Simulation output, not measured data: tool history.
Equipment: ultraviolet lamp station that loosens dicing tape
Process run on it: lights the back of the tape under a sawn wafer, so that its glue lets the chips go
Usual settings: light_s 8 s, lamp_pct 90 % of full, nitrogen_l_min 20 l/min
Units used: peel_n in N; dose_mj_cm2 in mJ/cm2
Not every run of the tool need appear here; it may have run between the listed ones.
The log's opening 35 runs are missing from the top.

| run | hour | light_s | lamp_pct | nitrogen_l_min | peel_n | dose_mj_cm2 |
|---|---|---|---|---|---|---|
| 36 | 378.4 | 9 | 94 | 6 | 1.637 | 651 |
| 37 | 391.4 | 8 | 64 | 27 | 1.798 | 394 |
| 38 | 405.2 | 6 | 94 | 8 | 2.637 | 431 |
| 39 | 414.4 | 6 | 63 | 9 | 3.828 | 286 |
| 40 | 422.1 | 6 | 63 | 9 | 3.874 | 288 |
| 41 | 429.4 | 8 | 93 | 37 | 0.811 | 565 |
| 42 | 436.4 | 8 | 93 | 37 | 0.824 | 561 |
| 43 | 445.9 | 16 | 62 | 32 | 0.454 | 744 |
| 44 | 459.6 | 6 | 90 | 20 | 1.926 | 405 |

Branching from run 44: 4 alternative next runs. What would each branch give?
| A | 466.2 | 9 | 91 | 6 | ? | ? |
| B | 466.2 | 6 | 84 | 13 | ? | ? |
| C | 466.2 | 16 | 77 | 40 | ? | ? |
| D | 466.2 | 8 | 74 | 20 | ? | ? |

| run | peel_n | dose_mj_cm2 |
|---|---|---|
| A | 1.816 | 618 |
| B | 2.452 | 378 |
| C | 0.283 | 930 |
| D | 1.666 | 442 |
Without the tool's unlogged condition, the same runs would have read:
| run | peel_n | dose_mj_cm2 |
|---|---|---|
| A | 1.307 | 751 |
| B | 1.874 | 458 |
| C | 0.213 | 1130 |
| D | 1.184 | 537 |

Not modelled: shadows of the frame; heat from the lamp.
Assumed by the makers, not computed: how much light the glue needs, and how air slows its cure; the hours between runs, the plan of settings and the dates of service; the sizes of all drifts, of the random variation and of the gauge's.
